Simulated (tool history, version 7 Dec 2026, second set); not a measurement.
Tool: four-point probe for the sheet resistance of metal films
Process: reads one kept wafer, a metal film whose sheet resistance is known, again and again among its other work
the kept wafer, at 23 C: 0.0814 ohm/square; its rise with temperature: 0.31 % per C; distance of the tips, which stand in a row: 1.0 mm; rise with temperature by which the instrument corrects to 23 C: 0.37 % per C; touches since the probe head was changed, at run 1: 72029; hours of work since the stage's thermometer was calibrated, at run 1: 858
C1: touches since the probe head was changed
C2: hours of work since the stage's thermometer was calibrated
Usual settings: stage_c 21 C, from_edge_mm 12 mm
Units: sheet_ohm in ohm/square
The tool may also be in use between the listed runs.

Run 1, day 0: usual settings; C1 72029; C2 858. Result: sheet_ohm 0.081818 ohm/square.
Run 2, day 1.125: usual settings; C1 73372; C2 873. Result: sheet_ohm 0.081833 ohm/square.
Run 3, day 2.738: usual settings; C1 75304; C2 896. Result: sheet_ohm 0.081798 ohm/square.
Run 4, day 4.833: usual settings but from_edge_mm 5 mm; C1 77806; C2 925. Result: sheet_ohm 0.083222 ohm/square.
Run 5, day 7.312: usual settings but stage_c 25 C; C1 80769; C2 960. Result: sheet_ohm 0.0816 ohm/square.
Run 6, day 8.875: usual settings but stage_c 25 C, from_edge_mm 6 mm; C1 82638; C2 982. Result: sheet_ohm 0.082463 ohm/square.
Run 7, day 10.821: usual settings; C1 84968; C2 1009. Result: sheet_ohm 0.081818 ohm/square.
Run 8, day 13.554: usual settings; C1 88233; C2 1047. Result: sheet_ohm 0.081809 ohm/square.
Run 9, day 16.346: usual settings; C1 91568; C2 1086. Result: sheet_ohm 0.081809 ohm/square.
Run 10, day 18.85: usual settings; C1 94561; C2 1121. Result: sheet_ohm 0.081825 ohm/square.
Run 11, day 20.771: usual settings; C1 96862; C2 1148. Result: sheet_ohm 0.081754 ohm/square.
Run 12, day 22.167: usual settings; C1 98527; C2 1168. Result: sheet_ohm 0.08179 ohm/square.
Run 13, day 24.096: usual settings; C1 100837; C2 1195. Result: sheet_ohm 0.081786 ohm/square.
Run 14, day 26.338: usual settings; C1 103516; C2 1226. Result: sheet_ohm 0.081775 ohm/square.
Run 15, day 27.808: usual settings but from_edge_mm 4 mm; C1 105273; C2 1247. Result: sheet_ohm 0.084133 ohm/square.
Run 16, day 29.433: usual settings; C1 107215; C2 1270. Result: sheet_ohm 0.081801 ohm/square.
Run 17, day 32.221: usual settings; C1 110547; C2 1309. Result: sheet_ohm 0.081816 ohm/square.
Run 18, day 33.354: usual settings; C1 111903; C2 1324. Result: sheet_ohm 0.081802 ohm/square.
Run 19, day 35.1: usual settings but stage_c 23 C, from_edge_mm 10 mm; C1 113988; C2 1349. Result: sheet_ohm 0.081839 ohm/square.
Run 20, day 37.683: usual settings but stage_c 20 C, from_edge_mm 15 mm; C1 117080; C2 1385. Result: sheet_ohm 0.081738 ohm/square.
Run 21, day 40.192: usual settings but stage_c 27 C, from_edge_mm 15 mm; C1 120076; C2 1420. Result: sheet_ohm 0.081367 ohm/square.
Run 22, day 42.825: usual settings but stage_c 18 C, from_edge_mm 65 mm; C1 123225; C2 1457. Result: sheet_ohm 0.081652 ohm/square.
Run 23, day 45.388: usual settings but stage_c 18 C, from_edge_mm 65 mm; C1 126286; C2 1493. Result: sheet_ohm 0.081623 ohm/square.
Run 24, day 46.721: usual settings but stage_c 25 C, from_edge_mm 3 mm; C1 127882; C2 1511. Result: sheet_ohm 0.085887 ohm/square.
Run 25, day 49.396: usual settings but stage_c 19 C, from_edge_mm 3 mm; C1 131078; C2 1549. Result: sheet_ohm 0.086167 ohm/square.
Run 26, day 50.621: usual settings but stage_c 19 C, from_edge_mm 3 mm; C1 132545; C2 1566. Result: sheet_ohm 0.086178 ohm/square.
Run 27, day 52.133: usual settings but stage_c 25 C, from_edge_mm 42 mm; C1 134352; C2 1587. Result: sheet_ohm 0.081319 ohm/square.
Run 28, day 53.942: usual settings but stage_c 22 C, from_edge_mm 39 mm; C1 136516; C2 1612. Result: sheet_ohm 0.081485 ohm/square.
Run 29, day 56.196: usual settings but stage_c 20 C, from_edge_mm 24 mm; C1 139210; C2 1644. Result: sheet_ohm 0.081653 ohm/square.
Run 30, day 57.929: usual settings but stage_c 29 C, from_edge_mm 7 mm; C1 141283; C2 1668. Result: sheet_ohm 0.081986 ohm/square.
Run 31, day 59.092: usual settings but stage_c 29 C, from_edge_mm 7 mm; C1 142669; C2 1684. Result: sheet_ohm 0.081959 ohm/square.
Run 32, day 60.517: usual settings but stage_c 32 C, from_edge_mm 8 mm; C1 144372; C2 1704. Result: sheet_ohm 0.08165 ohm/square.
Run 33, day 62.708: usual settings but stage_c 32 C, from_edge_mm 8 mm; C1 146997; C2 1735. Result: sheet_ohm 0.081654 ohm/square.
Run 34, day 65.242: usual settings but stage_c 32 C, from_edge_mm 8 mm; C1 150023; C2 1770. Result: sheet_ohm 0.081646 ohm/square.

5 ways to go on from here, each from the tool as it stands after run 34. What would each give?
Run A, day 66.375: usual settings but from_edge_mm 14 mm; C1 151375; C2 1786. Result: sheet_ohm ?.
Run B, day 66.375: usual settings but stage_c 27 C, from_edge_mm 8 mm; C1 151375; C2 1786. Result: sheet_ohm ?.
Run C, day 66.375: usual settings but stage_c 32 C, from_edge_mm 30 mm; C1 151375; C2 1786. Result: sheet_ohm ?.
Run D, day 66.375: usual settings but stage_c 32 C, from_edge_mm 18 mm; C1 151375; C2 1786. Result: sheet_ohm ?.
Run E, day 66.375: usual settings but stage_c 19 C, from_edge_mm 11 mm; C1 151375; C2 1786. Result: sheet_ohm ?.

run  sheet_ohm
  A   0.081712
  B   0.081877
  C   0.081002
  D   0.081087
  E   0.081945
Without the tool's hidden state the same runs would have given:
run  sheet_ohm
  A   0.081718
  B   0.081883
  C   0.081008
  D   0.081093
  E   0.081951
